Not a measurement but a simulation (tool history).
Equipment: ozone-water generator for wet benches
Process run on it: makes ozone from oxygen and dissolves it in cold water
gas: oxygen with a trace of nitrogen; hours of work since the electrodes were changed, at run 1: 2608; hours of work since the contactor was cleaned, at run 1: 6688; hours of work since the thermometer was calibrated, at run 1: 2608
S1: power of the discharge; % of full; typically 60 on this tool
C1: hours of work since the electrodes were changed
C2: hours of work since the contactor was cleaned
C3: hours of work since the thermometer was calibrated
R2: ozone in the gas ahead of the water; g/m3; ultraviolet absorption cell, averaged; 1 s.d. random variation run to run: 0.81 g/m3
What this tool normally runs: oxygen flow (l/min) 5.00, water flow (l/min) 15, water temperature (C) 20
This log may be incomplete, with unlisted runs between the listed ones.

run 1 hour=0.0 | S1=60 oxygen_flow_(l/min)=5.00 water_flow_(l/min)=15 water_temperature_(C)=20 | C1=2608 C2=6688 C3=2608 | dissolved_ozone_(ppm)=10.4 R2=120.3
run 2 hour=56.0 | S1=60 oxygen_flow_(l/min)=5.00 water_flow_(l/min)=15 water_temperature_(C)=20 | C1=2655 C2=6735 C3=2655 | dissolved_ozone_(ppm)=10.1 R2=123.0
run 3 hour=174.9 | S1=60 oxygen_flow_(l/min)=3.62 water_flow_(l/min)=15 water_temperature_(C)=20 | C1=2756 C2=6836 C3=2756 | dissolved_ozone_(ppm)=9.9 R2=139.4
run 4 hour=288.6 | S1=60 oxygen_flow_(l/min)=3.62 water_flow_(l/min)=15 water_temperature_(C)=20 | C1=2852 C2=6932 C3=2852 | dissolved_ozone_(ppm)=9.8 R2=139.0
run 5 hour=349.1 | S1=60 oxygen_flow_(l/min)=3.62 water_flow_(l/min)=15 water_temperature_(C)=20 | C1=2904 C2=6984 C3=2904 | dissolved_ozone_(ppm)=9.9 R2=138.3
run 6 hour=483.0 | S1=60 oxygen_flow_(l/min)=5.92 water_flow_(l/min)=15 water_temperature_(C)=20 | C1=3017 C2=7097 C3=3017 | dissolved_ozone_(ppm)=10.2 R2=112.0
run 7 hour=599.0 | S1=60 oxygen_flow_(l/min)=5.92 water_flow_(l/min)=15 water_temperature_(C)=20 | C1=3116 C2=7196 C3=3116 | dissolved_ozone_(ppm)=10.3 R2=110.8
-- hour=645.0 contactor cleaned
run 8 hour=741.5 | S1=60 oxygen_flow_(l/min)=5.92 water_flow_(l/min)=15 water_temperature_(C)=20 | C1=3233 C2=82 C3=3233 | dissolved_ozone_(ppm)=10.9 R2=109.8
run 9 hour=865.8 | S1=60 oxygen_flow_(l/min)=5.00 water_flow_(l/min)=15 water_temperature_(C)=20 | C1=3338 C2=187 C3=3338 | dissolved_ozone_(ppm)=10.8 R2=119.5
run 10 hour=938.9 | S1=60 oxygen_flow_(l/min)=5.00 water_flow_(l/min)=15 water_temperature_(C)=20 | C1=3401 C2=249 C3=3401 | dissolved_ozone_(ppm)=10.9 R2=119.1
run 11 hour=1003.3 | S1=60 oxygen_flow_(l/min)=5.00 water_flow_(l/min)=15 water_temperature_(C)=20 | C1=3455 C2=304 C3=3455 | dissolved_ozone_(ppm)=10.8 R2=119.8
run 12 hour=1134.1 | S1=60 oxygen_flow_(l/min)=5.00 water_flow_(l/min)=13 water_temperature_(C)=20 | C1=3566 C2=415 C3=3566 | dissolved_ozone_(ppm)=12.2 R2=116.7
run 13 hour=1246.8 | S1=60 oxygen_flow_(l/min)=5.00 water_flow_(l/min)=13 water_temperature_(C)=20 | C1=3662 C2=510 C3=3662 | dissolved_ozone_(ppm)=12.0 R2=118.5
-- hour=1256.6 water thermometer calibrated
run 14 hour=1345.1 | S1=60 oxygen_flow_(l/min)=5.00 water_flow_(l/min)=13 water_temperature_(C)=20 | C1=3745 C2=593 C3=75 | dissolved_ozone_(ppm)=12.1 R2=116.6
run 15 hour=1484.0 | S1=60 oxygen_flow_(l/min)=7.75 water_flow_(l/min)=15 water_temperature_(C)=20 | C1=3862 C2=711 C3=193 | dissolved_ozone_(ppm)=10.4 R2=97.4
run 16 hour=1576.8 | S1=60 oxygen_flow_(l/min)=5.00 water_flow_(l/min)=15 water_temperature_(C)=20 | C1=3941 C2=790 C3=272 | dissolved_ozone_(ppm)=10.5 R2=117.7
-- hour=1630.7 water thermometer calibrated, once more
run 17 hour=1700.6 | S1=61 oxygen_flow_(l/min)=5.00 water_flow_(l/min)=15 water_temperature_(C)=17 | C1=4046 C2=895 C3=59 | dissolved_ozone_(ppm)=11.4 R2=118.2
run 18 hour=1769.6 | S1=61 oxygen_flow_(l/min)=5.00 water_flow_(l/min)=11 water_temperature_(C)=17 | C1=4104 C2=953 C3=118 | dissolved_ozone_(ppm)=15.0 R2=117.8
run 19 hour=1832.3 | S1=92 oxygen_flow_(l/min)=5.00 water_flow_(l/min)=16 water_temperature_(C)=13 | C1=4157 C2=1006 C3=171 | dissolved_ozone_(ppm)=14.9 R2=158.7
run 20 hour=1948.6 | S1=92 oxygen_flow_(l/min)=5.00 water_flow_(l/min)=16 water_temperature_(C)=13 | C1=4256 C2=1105 C3=270 | dissolved_ozone_(ppm)=15.1 R2=158.3
run 21 hour=2015.9 | S1=60 oxygen_flow_(l/min)=6.39 water_flow_(l/min)=10 water_temperature_(C)=20 | C1=4313 C2=1162 C3=327 | dissolved_ozone_(ppm)=14.5 R2=104.3
run 22 hour=2094.1 | S1=87 oxygen_flow_(l/min)=4.83 water_flow_(l/min)=18 water_temperature_(C)=19 | C1=4379 C2=1228 C3=393 | dissolved_ozone_(ppm)=11.5 R2=154.7
run 23 hour=2199.3 | S1=60 oxygen_flow_(l/min)=3.54 water_flow_(l/min)=11 water_temperature_(C)=20 | C1=4469 C2=1317 C3=482 | dissolved_ozone_(ppm)=13.7 R2=132.9
run 24 hour=2310.6 | S1=40 oxygen_flow_(l/min)=5.41 water_flow_(l/min)=11 water_temperature_(C)=13 | C1=4563 C2=1412 C3=577 | dissolved_ozone_(ppm)=11.8 R2=81.9
run 25 hour=2375.4 | S1=40 oxygen_flow_(l/min)=5.41 water_flow_(l/min)=11 water_temperature_(C)=13 | C1=4618 C2=1467 C3=632 | dissolved_ozone_(ppm)=11.9 R2=82.0
run 26 hour=2472.2 | S1=60 oxygen_flow_(l/min)=5.00 water_flow_(l/min)=24 water_temperature_(C)=12 | C1=4700 C2=1549 C3=714 | dissolved_ozone_(ppm)=7.0 R2=114.9
run 27 hour=2553.0 | S1=60 oxygen_flow_(l/min)=5.00 water_flow_(l/min)=24 water_temperature_(C)=12 | C1=4769 C2=1617 C3=782 | dissolved_ozone_(ppm)=6.7 R2=114.1
run 28 hour=2610.7 | S1=60 oxygen_flow_(l/min)=5.00 water_flow_(l/min)=15 water_temperature_(C)=20 | C1=4818 C2=1666 C3=831 | dissolved_ozone_(ppm)=10.0 R2=115.5
run 29 hour=2698.8 | S1=60 oxygen_flow_(l/min)=5.00 water_flow_(l/min)=15 water_temperature_(C)=20 | C1=4892 C2=1741 C3=906 | dissolved_ozone_(ppm)=10.0 R2=114.3
run 30 hour=2804.0 | S1=89 oxygen_flow_(l/min)=5.65 water_flow_(l/min)=15 water_temperature_(C)=20 | C1=4982 C2=1830 C3=995 | dissolved_ozone_(ppm)=13.6 R2=142.7
run 31 hour=2864.2 | S1=60 oxygen_flow_(l/min)=6.47 water_flow_(l/min)=15 water_temperature_(C)=23 | C1=5033 C2=1881 C3=1046 | dissolved_ozone_(ppm)=9.4 R2=101.8

Entry by entry between the runs, the difference in hidden state between the last listed run before and the first listed run after:
Run 7 -> run 8: contactor cleaned (hour 645.0)
  yield of the discharge, % of new electrodes': 92.5 -> 92.2; contactor's efficiency, % of a clean one's: 87.5 -> 99; true water temperature over the reading, C: 0.27 -> 0.28
  what was measured, less what the result would be without the hidden state, dissolved ozone (ppm): -1.7 -> -1.0; R2: -7.8 -> -8.1 g/m3
Run 13 -> run 14: water thermometer calibrated (hour 1256.6)
  yield of the discharge, % of new electrodes': 91.1 -> 90.9; contactor's efficiency, % of a clean one's: 98.3 -> 98.2; true water temperature over the reading, C: 0.32 -> 0.5
  what was measured, less what the result would be without the hidden state, dissolved ozone (ppm): -1.3 -> -1.3; R2: -10.1 -> -10.3 g/m3
Run 16 -> run 17: water thermometer calibrated, once more (hour 1630.7)
  yield of the discharge, % of new electrodes': 90.4 -> 90.1; contactor's efficiency, % of a clean one's: 97.9 -> 97.7; true water temperature over the reading, C: 0.52 -> -0.04
  what was measured, less what the result would be without the hidden state, dissolved ozone (ppm): -1.2 -> -1.2; R2: -10.9 -> -11.5 g/m3
